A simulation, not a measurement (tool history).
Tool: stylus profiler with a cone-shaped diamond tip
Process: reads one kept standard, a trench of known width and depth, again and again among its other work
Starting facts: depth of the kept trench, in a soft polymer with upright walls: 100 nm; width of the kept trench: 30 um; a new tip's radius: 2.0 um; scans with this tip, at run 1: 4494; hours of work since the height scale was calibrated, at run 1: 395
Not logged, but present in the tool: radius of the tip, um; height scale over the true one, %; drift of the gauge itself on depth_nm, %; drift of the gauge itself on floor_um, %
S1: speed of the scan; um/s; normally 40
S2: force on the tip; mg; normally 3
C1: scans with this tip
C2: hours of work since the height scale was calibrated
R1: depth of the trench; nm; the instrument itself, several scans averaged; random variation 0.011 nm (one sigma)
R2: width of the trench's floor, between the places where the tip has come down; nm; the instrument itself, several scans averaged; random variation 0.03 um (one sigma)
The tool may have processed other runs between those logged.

run	hour	S1	S2	C1	C2	R1	R2
1	0	40	3	4494	395	101.33	28380
2	26.7	40	3	4673	411	101.33	28340
3	44.6	40	3	4793	421	101.32	28390
4	63.9	40	3	4922	433	101.31	28340
5	85.9	40	3	5070	446	101.33	28300
6	105.5	40	3	5201	457	101.32	28390
7	134.7	40	1.43	5397	474	100.8	28250
8	151.7	40	3	5511	484	101.32	28330
9	171	40	1.11	5641	496	100.68	28250
10	187.7	40	3.48	5753	505	101.44	28360
11	203.7	15	3	5859	515	101.33	28420
12	220.6	15	3	5973	525	101.32	28440
13	248.6	40	3	6161	541	101.31	28300
14	273.5	40	1.18	6327	556	100.71	28200
15	292.2	131	3.63	6453	567	101.5	27930
16	312.3	29	3.95	6588	579	101.56	28360
# hour 314.4: height scale calibrated on a step standard
17	342.9	29	3.95	6789	17	101.56	28370
18	364.4	15	1.74	6933	29	100.88	28410
19	395.2	40	2.52	7139	48	101.13	28290
20	424.5	39	6.09	7336	65	102.07	28360
21	450.7	39	6.09	7512	80	102.06	28320
# hour 463.2: height scale calibrated on a step standard, once more
22	467.4	40	2.54	7620	2	101.08	28260
23	496.1	48	1.06	7813	19	100.57	28060
24	524.8	155	2.05	8005	36	100.93	27530
25	553.5	142	7.48	8198	53	102.32	28010
26	576.3	142	6.4	8350	67	102.1	27920
27	599.8	18	1.71	8508	80	100.79	28300
28	617.4	14	4.66	8626	91	101.68	28440

Some steps in R1 between neighbouring runs. How much of each would the tool show without its hidden state too (settings, what came in, random variation), and how much is left for the hidden state, with any gauge scatter that isn't in both results?
Run 1 -> 2: nothing adjusted, nothing logged. R1 +0 nm: hidden state -0.01, all else +0.01.
Run 21 -> 22: S1 39 -> 40, S2 6.09 -> 2.54, height scale calibrated on a step standard, once more. R1 -0.98 nm: hidden state -0.05, all else -0.93.
Run 24 -> 25: S1 155 -> 142, S2 2.05 -> 7.48. R1 +1.39 nm: hidden state +0, all else +1.39.
Run 26 -> 27: S1 142 -> 18, S2 6.4 -> 1.71. R1 -1.31 nm: hidden state +0, all else -1.31.
